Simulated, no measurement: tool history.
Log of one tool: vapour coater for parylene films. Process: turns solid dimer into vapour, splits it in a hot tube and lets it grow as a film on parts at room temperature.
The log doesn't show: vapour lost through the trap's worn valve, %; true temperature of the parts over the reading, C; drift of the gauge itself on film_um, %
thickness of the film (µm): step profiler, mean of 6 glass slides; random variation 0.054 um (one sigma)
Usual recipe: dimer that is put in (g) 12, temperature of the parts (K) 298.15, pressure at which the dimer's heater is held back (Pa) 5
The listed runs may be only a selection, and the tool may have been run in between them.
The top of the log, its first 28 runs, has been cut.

run	day	dimer that is put in (g)	temperature of the parts (K)	pressure at which the dimer's heater is held back (Pa)	hours of work since the trap's valve was overhauled	hours of work since the table's thermometer was calibrated	thickness of the film (µm)
29	36.642	6	299.15	4.88	56	836	3.14
30	37.496	6	299.15	4.88	71	850	3.08
31	38.567	6	292.15	8.39	89	868	3.33
32	39.467	12	298.15	9.86	104	884	5.8
33	41.429	14	306.15	2.84	137	917	6.65
34	43.042	14	306.15	2.84	164	944	6.59
35	44.083	7	298.15	4.45	181	961	3.75
36	45.396	7	300.15	5.56	204	983	3.54

Here are 3 independent what-if runs from the current tool condition. What would each one return?
A	46.458	7	295.15	5.74	221	1001	?
B	46.458	6	301.15	5	221	1001	?
C	46.458	7	297.15	2.79	221	1001	?

run	thickness of the film (µm)
A	3.88
B	2.94
C	3.98
Without the tool's hidden state the same runs would have given:
run	thickness of the film (µm)
A	3.88
B	2.94
C	3.99

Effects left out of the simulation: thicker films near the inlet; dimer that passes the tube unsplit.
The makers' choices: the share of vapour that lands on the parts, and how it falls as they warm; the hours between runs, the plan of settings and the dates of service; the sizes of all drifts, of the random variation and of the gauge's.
